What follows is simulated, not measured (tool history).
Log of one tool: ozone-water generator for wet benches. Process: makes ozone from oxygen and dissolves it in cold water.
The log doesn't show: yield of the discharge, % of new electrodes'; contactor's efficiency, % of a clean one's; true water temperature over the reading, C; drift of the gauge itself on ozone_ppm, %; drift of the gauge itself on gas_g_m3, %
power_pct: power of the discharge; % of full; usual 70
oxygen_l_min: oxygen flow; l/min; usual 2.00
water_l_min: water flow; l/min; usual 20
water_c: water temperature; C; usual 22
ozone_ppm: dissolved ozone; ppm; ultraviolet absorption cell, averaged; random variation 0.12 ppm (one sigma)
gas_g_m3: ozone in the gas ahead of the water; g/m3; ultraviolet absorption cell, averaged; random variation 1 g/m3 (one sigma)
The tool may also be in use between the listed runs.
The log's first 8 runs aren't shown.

run,hour,power_pct,oxygen_l_min,water_l_min,water_c,hours of work since the electrodes were changed,hours of work since the contactor was cleaned,hours of work since the thermometer was calibrated,ozone_ppm,gas_g_m3
9,935.9,70,2.00,20,22,4720,862,2100,8.8,140.1
10,1024.8,73,2.00,20,22,4802,944,2182,8.7,141.7
11,1133.4,73,2.00,20,22,4902,1044,2282,8.6,143.5
12,1204.4,73,2.00,20,22,4968,1109,2347,8.5,140.8
13,1332.0,73,2.00,20,28,5085,1227,2465,8.2,141.0
14,1412.9,73,2.00,20,28,5160,1301,2539,8.1,140.1
# hour 1551.9: water thermometer calibrated
15,1561.1,73,2.00,20,28,5296,1437,8,8.1,139.1
16,1641.1,73,2.00,20,28,5369,1511,82,7.8,138.4
17,1790.6,73,2.00,21,28,5507,1649,220,7.4,136.6
18,1908.4,64,2.09,20,19,5616,1757,328,8.4,127.0
19,2027.6,55,1.03,20,20,5725,1867,438,5.4,147.6
20,2179.8,91,2.63,20,20,5865,2007,578,10.3,135.7
21,2334.7,70,1.25,20,17,6008,2150,721,6.6,153.2
22,2402.4,54,1.39,23,20,6071,2212,783,5.5,133.2
23,2471.3,61,2.07,23,27,6134,2275,847,6.4,122.0
24,2614.5,56,1.47,14,21,6266,2407,979,8.9,131.0
25,2697.4,61,3.48,14,26,6342,2484,1055,10.9,102.7
26,2799.8,61,2.76,26,26,6437,2578,1149,6.2,109.2
27,2866.1,70,1.27,24,22,6497,2639,1210,5.0,147.5
28,2940.4,70,1.55,14,22,6566,2707,1279,9.4,136.8
29,3104.1,70,2.76,14,22,6717,2858,1429,11.4,113.5
30,3209.7,68,2.56,14,22,6814,2955,1527,10.9,115.6
31,3327.6,45,1.58,13,27,6923,3064,1635,8.1,114.0
32,3462.4,42,2.00,20,22,7047,3188,1759,6.2,104.8
33,3559.7,42,2.00,20,22,7136,3278,1849,6.1,101.7

3 ways to go on from here, each from the tool as it stands after run 33. What would each give?
A,3654.8,46,1.33,20,26,7224,3365,1937,?,?
B,3654.8,42,2.00,25,16,7224,3365,1937,?,?
C,3654.8,70,2.00,27,26,7224,3365,1937,?,?

run,ozone_ppm,gas_g_m3
A,5.1,120.6
B,4.9,103.2
C,5.2,124.1
Without the tool's hidden state the same runs would have given:
run,ozone_ppm,gas_g_m3
A,7.1,160.9
B,6.8,135.8
C,7.8,176.8

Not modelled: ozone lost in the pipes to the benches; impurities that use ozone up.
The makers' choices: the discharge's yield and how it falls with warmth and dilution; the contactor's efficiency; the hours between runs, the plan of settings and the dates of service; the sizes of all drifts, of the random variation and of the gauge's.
